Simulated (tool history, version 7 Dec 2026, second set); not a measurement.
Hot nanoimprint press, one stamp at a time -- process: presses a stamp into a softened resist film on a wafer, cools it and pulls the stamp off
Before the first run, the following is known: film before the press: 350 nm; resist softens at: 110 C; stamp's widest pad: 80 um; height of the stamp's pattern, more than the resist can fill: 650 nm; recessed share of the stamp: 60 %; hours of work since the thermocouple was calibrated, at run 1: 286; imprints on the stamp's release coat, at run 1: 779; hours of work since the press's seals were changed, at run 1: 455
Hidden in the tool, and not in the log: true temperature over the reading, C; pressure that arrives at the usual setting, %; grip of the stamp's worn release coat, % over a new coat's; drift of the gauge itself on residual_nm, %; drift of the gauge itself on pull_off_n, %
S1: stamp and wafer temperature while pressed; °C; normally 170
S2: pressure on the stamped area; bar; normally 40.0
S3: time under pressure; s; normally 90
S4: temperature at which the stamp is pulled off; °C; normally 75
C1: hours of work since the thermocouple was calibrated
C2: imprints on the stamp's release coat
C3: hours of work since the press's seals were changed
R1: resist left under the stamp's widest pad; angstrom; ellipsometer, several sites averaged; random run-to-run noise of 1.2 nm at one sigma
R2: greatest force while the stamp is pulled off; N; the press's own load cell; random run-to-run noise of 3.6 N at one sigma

{"run": 1, "hour": 0.0, "S1": 170, "S2": 40.0, "S3": 90, "S4": 75, "C1": 286, "C2": 779, "C3": 455, "R1": 1846, "R2": 188}
{"run": 2, "hour": 23.0, "S1": 170, "S2": 40.0, "S3": 80, "S4": 75, "C1": 297, "C2": 820, "C3": 467, "R1": 1920, "R2": 183}
{"run": 3, "hour": 54.7, "S1": 170, "S2": 40.0, "S3": 80, "S4": 75, "C1": 313, "C2": 878, "C3": 483, "R1": 1911, "R2": 191}
{"run": 4, "hour": 80.8, "S1": 170, "S2": 40.0, "S3": 90, "S4": 75, "C1": 326, "C2": 925, "C3": 496, "R1": 1829, "R2": 188}
{"run": 5, "hour": 96.6, "S1": 170, "S2": 40.0, "S3": 90, "S4": 75, "C1": 334, "C2": 954, "C3": 504, "R1": 1852, "R2": 199}
{"run": 6, "hour": 113.5, "S1": 170, "S2": 40.0, "S3": 90, "S4": 75, "C1": 343, "C2": 984, "C3": 513, "R1": 1831, "R2": 187}
{"run": 7, "hour": 132.8, "S1": 170, "S2": 40.0, "S3": 90, "S4": 75, "C1": 353, "C2": 1019, "C3": 522, "R1": 1831, "R2": 190}
{"run": 8, "hour": 156.6, "S1": 170, "S2": 40.0, "S3": 90, "S4": 75, "C1": 364, "C2": 1062, "C3": 534, "R1": 1813, "R2": 197}
{"run": 9, "hour": 182.8, "S1": 170, "S2": 40.0, "S3": 90, "S4": 75, "C1": 378, "C2": 1110, "C3": 547, "R1": 1829, "R2": 201}
{"run": 10, "hour": 197.7, "S1": 170, "S2": 40.0, "S3": 90, "S4": 75, "C1": 385, "C2": 1137, "C3": 555, "R1": 1835, "R2": 195}
{"run": 11, "hour": 211.9, "S1": 170, "S2": 40.0, "S3": 90, "S4": 75, "C1": 392, "C2": 1162, "C3": 562, "R1": 1793, "R2": 186}
{"run": 12, "hour": 234.2, "S1": 170, "S2": 40.0, "S3": 90, "S4": 75, "C1": 404, "C2": 1203, "C3": 573, "R1": 1813, "R2": 194}
{"run": 13, "hour": 263.3, "S1": 170, "S2": 40.0, "S3": 90, "S4": 75, "C1": 418, "C2": 1256, "C3": 588, "R1": 1798, "R2": 197}
{"run": 14, "hour": 283.8, "S1": 170, "S2": 40.0, "S3": 90, "S4": 75, "C1": 429, "C2": 1293, "C3": 598, "R1": 1807, "R2": 202}
{"run": 15, "hour": 309.3, "S1": 170, "S2": 40.0, "S3": 90, "S4": 75, "C1": 441, "C2": 1339, "C3": 611, "R1": 1790, "R2": 199}
{"run": 16, "hour": 337.6, "S1": 170, "S2": 40.0, "S3": 90, "S4": 75, "C1": 456, "C2": 1390, "C3": 625, "R1": 1791, "R2": 203}
{"run": 17, "hour": 351.8, "S1": 165, "S2": 38.2, "S3": 62, "S4": 75, "C1": 463, "C2": 1416, "C3": 633, "R1": 2548, "R2": 202}
{"run": 18, "hour": 369.2, "S1": 165, "S2": 38.2, "S3": 62, "S4": 75, "C1": 472, "C2": 1447, "C3": 641, "R1": 2570, "R2": 203}
{"run": 19, "hour": 387.7, "S1": 181, "S2": 54.2, "S3": 83, "S4": 80, "C1": 481, "C2": 1481, "C3": 651, "R1": 914, "R2": 175}
{"run": 20, "hour": 419.1, "S1": 170, "S2": 52.7, "S3": 90, "S4": 76, "C1": 497, "C2": 1538, "C3": 667, "R1": 1601, "R2": 197}
{"run": 21, "hour": 435.6, "S1": 170, "S2": 52.7, "S3": 90, "S4": 65, "C1": 505, "C2": 1568, "C3": 675, "R1": 1617, "R2": 262}
{"run": 22, "hour": 458.8, "S1": 170, "S2": 52.7, "S3": 90, "S4": 65, "C1": 517, "C2": 1610, "C3": 687, "R1": 1611, "R2": 266}
{"run": 23, "hour": 481.9, "S1": 178, "S2": 27.0, "S3": 53, "S4": 73, "C1": 528, "C2": 1651, "C3": 698, "R1": 1719, "R2": 218}
{"run": 24, "hour": 506.6, "S1": 170, "S2": 40.0, "S3": 86, "S4": 75, "C1": 541, "C2": 1696, "C3": 711, "R1": 1826, "R2": 210}
{"run": 25, "hour": 521.3, "S1": 169, "S2": 40.0, "S3": 88, "S4": 63, "C1": 548, "C2": 1723, "C3": 718, "R1": 1882, "R2": 282}
{"run": 26, "hour": 552.2, "S1": 182, "S2": 33.9, "S3": 48, "S4": 64, "C1": 564, "C2": 1779, "C3": 734, "R1": 1340, "R2": 278}
{"hour": 584.9, "done": "plate thermocouple calibrated"}
{"run": 27, "hour": 586.7, "S1": 182, "S2": 33.9, "S3": 48, "S4": 64, "C1": 1, "C2": 1836, "C3": 749, "R1": 1453, "R2": 280}
{"run": 28, "hour": 603.2, "S1": 182, "S2": 33.9, "S3": 48, "S4": 64, "C1": 9, "C2": 1866, "C3": 758, "R1": 1461, "R2": 293}
{"run": 29, "hour": 623.8, "S1": 182, "S2": 33.9, "S3": 164, "S4": 78, "C1": 20, "C2": 1903, "C3": 768, "R1": 875, "R2": 203}
{"run": 30, "hour": 652.6, "S1": 182, "S2": 31.1, "S3": 164, "S4": 78, "C1": 34, "C2": 1955, "C3": 783, "R1": 898, "R2": 198}

What if the next run were any one of these 3? Each begins from the tool's condition after run 30:
{"run": "A", "hour": 685.7, "S1": 170, "S2": 28.7, "S3": 90, "S4": 66, "C1": 51, "C2": 2015, "C3": 799, "R1": "?", "R2": "?"}
{"run": "B", "hour": 685.7, "S1": 175, "S2": 29.3, "S3": 90, "S4": 79, "C1": 51, "C2": 2015, "C3": 799, "R1": "?", "R2": "?"}
{"run": "C", "hour": 685.7, "S1": 161, "S2": 37.6, "S3": 90, "S4": 74, "C1": 51, "C2": 2015, "C3": 799, "R1": "?", "R2": "?"}

run=A R1=2162 R2=273
run=B R1=1703 R2=203
run=C R1=2837 R2=227
Had the tool no hidden state, the same runs would have come out as:
run=A R1=2131 R2=209
run=B R1=1671 R2=156
run=C R1=2804 R2=175
